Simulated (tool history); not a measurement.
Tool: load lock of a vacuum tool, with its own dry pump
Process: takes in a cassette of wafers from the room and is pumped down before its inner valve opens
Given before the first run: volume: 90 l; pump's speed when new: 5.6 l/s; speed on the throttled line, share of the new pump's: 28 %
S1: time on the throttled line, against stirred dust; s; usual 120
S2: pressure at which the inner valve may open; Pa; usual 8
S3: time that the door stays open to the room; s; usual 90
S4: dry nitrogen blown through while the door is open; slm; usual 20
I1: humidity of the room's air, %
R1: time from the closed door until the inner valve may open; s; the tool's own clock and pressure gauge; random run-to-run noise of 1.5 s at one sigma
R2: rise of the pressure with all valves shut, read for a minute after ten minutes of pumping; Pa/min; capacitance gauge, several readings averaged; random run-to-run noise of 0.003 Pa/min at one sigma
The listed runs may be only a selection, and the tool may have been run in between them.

run,day,S1,S2,S3,S4,I1,R1,R2
1,0.000,120,8,90,20,47.8,257.2,0.120
2,12.029,120,8,90,20,45.9,260.4,0.131
3,38.321,120,8,90,20,47.4,259.8,0.164
4,55.108,120,8,90,20,41.6,261.3,0.178
5,74.612,120,8,90,20,42.4,261.8,0.222
6,92.946,120,8,90,20,47.6,266.6,0.248
7,105.892,120,8,90,20,48.8,266.7,0.270
8,121.467,120,8,90,20,46.7,269.1,0.298
9,136.812,120,8,170,20,46.7,269.9,0.336
# day 140.208: door's seal changed, seat wiped
10,164.954,120,8,170,20,43.1,272.5,0.045
11,181.104,120,8,170,20,43.6,269.7,0.050
12,203.733,120,8,90,18,47.0,276.4,0.061
13,219.712,168,8,90,40,47.4,309.3,0.058
# day 233.746: dry pump taken out, an overhauled one fitted
14,233.746,168,9,175,40,45.5,270.6,0.078
15,246.083,120,15,90,20,44.4,227.6,0.086
16,263.650,83,8,35,5,42.9,211.5,0.106
17,290.267,83,8,35,5,45.5,216.1,0.138
18,309.092,108,8,180,7,45.4,236.0,0.199
19,324.383,108,8,180,7,47.6,237.8,0.222
20,345.733,108,8,180,7,47.5,238.7,0.255
21,373.100,176,7,90,29,44.0,291.2,0.255

Branching from run 21: 4 alternative next runs. What would each branch give?
A,401.096,129,7,90,20,45.8,?,?
B,401.096,224,15,26,20,44.8,?,?
C,401.096,75,8,90,20,42.3,?,?
D,401.096,120,15,44,9,46.8,?,?

run,R1,R2
A,261.9,0.303
B,310.2,0.292
C,219.9,0.305
D,237.9,0.306
What these runs would have given with no unlogged condition in the tool:
run,R1,R2
A,249.5,0.021
B,302.3,0.008
C,206.4,0.018
D,227.1,0.020

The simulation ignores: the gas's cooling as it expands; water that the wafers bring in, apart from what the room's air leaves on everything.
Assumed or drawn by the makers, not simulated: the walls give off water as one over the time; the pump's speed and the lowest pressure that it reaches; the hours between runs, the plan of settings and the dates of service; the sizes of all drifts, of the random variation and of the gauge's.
